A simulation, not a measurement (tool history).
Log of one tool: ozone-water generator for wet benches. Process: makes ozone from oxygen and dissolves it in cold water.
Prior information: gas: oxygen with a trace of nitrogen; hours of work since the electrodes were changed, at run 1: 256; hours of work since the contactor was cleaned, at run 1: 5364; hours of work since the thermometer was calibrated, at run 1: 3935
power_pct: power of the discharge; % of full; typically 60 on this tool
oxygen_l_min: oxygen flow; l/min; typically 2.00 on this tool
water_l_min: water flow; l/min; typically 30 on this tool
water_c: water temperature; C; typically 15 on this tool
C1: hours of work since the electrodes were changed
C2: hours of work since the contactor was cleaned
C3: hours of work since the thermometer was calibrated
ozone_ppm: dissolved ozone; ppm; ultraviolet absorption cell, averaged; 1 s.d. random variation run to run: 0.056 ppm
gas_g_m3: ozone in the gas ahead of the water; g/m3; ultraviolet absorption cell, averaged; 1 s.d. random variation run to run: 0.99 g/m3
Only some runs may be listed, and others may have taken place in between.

run 1 hour=0.0 | power_pct=60 oxygen_l_min=2.00 water_l_min=30 water_c=15 | C1=256 C2=5364 C3=3935 | ozone_ppm=9.35 gas_g_m3=192.2
run 2 hour=16.7 | power_pct=60 oxygen_l_min=2.00 water_l_min=30 water_c=15 | C1=270 C2=5378 C3=3949 | ozone_ppm=9.26 gas_g_m3=193.3
run 3 hour=49.8 | power_pct=60 oxygen_l_min=2.00 water_l_min=30 water_c=15 | C1=298 C2=5406 C3=3977 | ozone_ppm=9.31 gas_g_m3=191.9
run 4 hour=81.1 | power_pct=60 oxygen_l_min=2.00 water_l_min=30 water_c=15 | C1=324 C2=5432 C3=4004 | ozone_ppm=9.31 gas_g_m3=192.0
run 5 hour=111.6 | power_pct=60 oxygen_l_min=2.00 water_l_min=30 water_c=15 | C1=350 C2=5458 C3=4029 | ozone_ppm=9.40 gas_g_m3=192.2
run 6 hour=141.2 | power_pct=44 oxygen_l_min=2.00 water_l_min=30 water_c=15 | C1=375 C2=5483 C3=4054 | ozone_ppm=7.72 gas_g_m3=158.3
run 7 hour=159.8 | power_pct=44 oxygen_l_min=2.00 water_l_min=30 water_c=15 | C1=391 C2=5499 C3=4070 | ozone_ppm=7.67 gas_g_m3=158.0
run 8 hour=187.1 | power_pct=60 oxygen_l_min=2.00 water_l_min=30 water_c=15 | C1=414 C2=5522 C3=4093 | ozone_ppm=9.41 gas_g_m3=191.5
run 9 hour=207.3 | power_pct=60 oxygen_l_min=2.16 water_l_min=30 water_c=15 | C1=431 C2=5539 C3=4110 | ozone_ppm=9.61 gas_g_m3=185.5
run 10 hour=226.0 | power_pct=60 oxygen_l_min=2.16 water_l_min=21 water_c=15 | C1=447 C2=5555 C3=4126 | ozone_ppm=13.46 gas_g_m3=184.4
run 11 hour=259.7 | power_pct=60 oxygen_l_min=2.00 water_l_min=36 water_c=15 | C1=475 C2=5583 C3=4154 | ozone_ppm=7.82 gas_g_m3=191.0
run 12 hour=282.7 | power_pct=60 oxygen_l_min=2.00 water_l_min=30 water_c=15 | C1=494 C2=5602 C3=4173 | ozone_ppm=9.40 gas_g_m3=191.1
run 13 hour=305.8 | power_pct=60 oxygen_l_min=2.00 water_l_min=30 water_c=15 | C1=514 C2=5622 C3=4193 | ozone_ppm=9.51 gas_g_m3=192.9
run 14 hour=331.2 | power_pct=60 oxygen_l_min=1.58 water_l_min=30 water_c=15 | C1=535 C2=5643 C3=4214 | ozone_ppm=8.71 gas_g_m3=217.9
run 15 hour=357.6 | power_pct=60 oxygen_l_min=1.03 water_l_min=30 water_c=15 | C1=557 C2=5665 C3=4237 | ozone_ppm=7.50 gas_g_m3=276.1
run 16 hour=379.6 | power_pct=60 oxygen_l_min=2.00 water_l_min=30 water_c=11 | C1=576 C2=5684 C3=4255 | ozone_ppm=9.58 gas_g_m3=191.3
run 17 hour=408.2 | power_pct=60 oxygen_l_min=2.00 water_l_min=30 water_c=9 | C1=600 C2=5708 C3=4279 | ozone_ppm=9.82 gas_g_m3=192.1
run 18 hour=442.3 | power_pct=60 oxygen_l_min=2.00 water_l_min=24 water_c=15 | C1=629 C2=5737 C3=4308 | ozone_ppm=11.75 gas_g_m3=190.9
run 19 hour=466.0 | power_pct=61 oxygen_l_min=2.00 water_l_min=23 water_c=15 | C1=649 C2=5757 C3=4328 | ozone_ppm=12.53 gas_g_m3=194.1
run 20 hour=500.3 | power_pct=76 oxygen_l_min=2.00 water_l_min=20 water_c=15 | C1=678 C2=5786 C3=4357 | ozone_ppm=16.12 gas_g_m3=221.7
run 21 hour=528.7 | power_pct=81 oxygen_l_min=2.00 water_l_min=30 water_c=15 | C1=702 C2=5810 C3=4381 | ozone_ppm=11.41 gas_g_m3=231.9
run 22 hour=563.2 | power_pct=81 oxygen_l_min=2.00 water_l_min=30 water_c=15 | C1=731 C2=5839 C3=4410 | ozone_ppm=11.46 gas_g_m3=230.4
run 23 hour=582.4 | power_pct=83 oxygen_l_min=1.51 water_l_min=31 water_c=18 | C1=747 C2=5855 C3=4426 | ozone_ppm=10.12 gas_g_m3=272.4
run 24 hour=614.6 | power_pct=83 oxygen_l_min=1.51 water_l_min=31 water_c=18 | C1=774 C2=5882 C3=4453 | ozone_ppm=10.17 gas_g_m3=272.9
run 25 hour=645.1 | power_pct=83 oxygen_l_min=1.51 water_l_min=31 water_c=18 | C1=800 C2=5908 C3=4479 | ozone_ppm=10.12 gas_g_m3=271.6
run 26 hour=673.4 | power_pct=47 oxygen_l_min=2.00 water_l_min=25 water_c=10 | C1=824 C2=5932 C3=4503 | ozone_ppm=10.12 gas_g_m3=165.9
run 27 hour=694.6 | power_pct=83 oxygen_l_min=2.00 water_l_min=30 water_c=15 | C1=842 C2=5950 C3=4521 | ozone_ppm=11.75 gas_g_m3=233.3
run 28 hour=714.4 | power_pct=83 oxygen_l_min=2.00 water_l_min=30 water_c=15 | C1=858 C2=5966 C3=4537 | ozone_ppm=11.76 gas_g_m3=232.2
-- hour=720.4 gauge calibrated
run 29 hour=739.2 | power_pct=60 oxygen_l_min=2.00 water_l_min=29 water_c=15 | C1=879 C2=5987 C3=4558 | ozone_ppm=9.64 gas_g_m3=191.8
run 30 hour=764.6 | power_pct=60 oxygen_l_min=2.00 water_l_min=29 water_c=15 | C1=901 C2=6009 C3=4580 | ozone_ppm=9.64 gas_g_m3=192.6
run 31 hour=790.7 | power_pct=60 oxygen_l_min=2.00 water_l_min=24 water_c=15 | C1=923 C2=6031 C3=4602 | ozone_ppm=11.55 gas_g_m3=191.4
run 32 hour=815.8 | power_pct=60 oxygen_l_min=2.00 water_l_min=24 water_c=15 | C1=944 C2=6052 C3=4623 | ozone_ppm=11.64 gas_g_m3=193.2

Each row is a separate what-if for the run after 32, all from the same tool condition, not one after another. Results?
run A hour=831.8 | power_pct=60 oxygen_l_min=1.03 water_l_min=30 water_c=15 | C1=957 C2=6065 C3=4636 | ozone_ppm=? gas_g_m3=?
run B hour=831.8 | power_pct=60 oxygen_l_min=2.00 water_l_min=26 water_c=15 | C1=957 C2=6065 C3=4636 | ozone_ppm=? gas_g_m3=?
run C hour=831.8 | power_pct=60 oxygen_l_min=2.00 water_l_min=29 water_c=15 | C1=957 C2=6065 C3=4636 | ozone_ppm=? gas_g_m3=?

run=A ozone_ppm=7.45 gas_g_m3=274.8
run=B ozone_ppm=10.81 gas_g_m3=191.7
run=C ozone_ppm=9.69 gas_g_m3=190.9
The same runs, with their run-to-run variation unchanged, on a tool lacking any hidden condition would have given:
run=A ozone_ppm=7.42 gas_g_m3=274.9
run=B ozone_ppm=10.77 gas_g_m3=191.7
run=C ozone_ppm=9.65 gas_g_m3=191.0
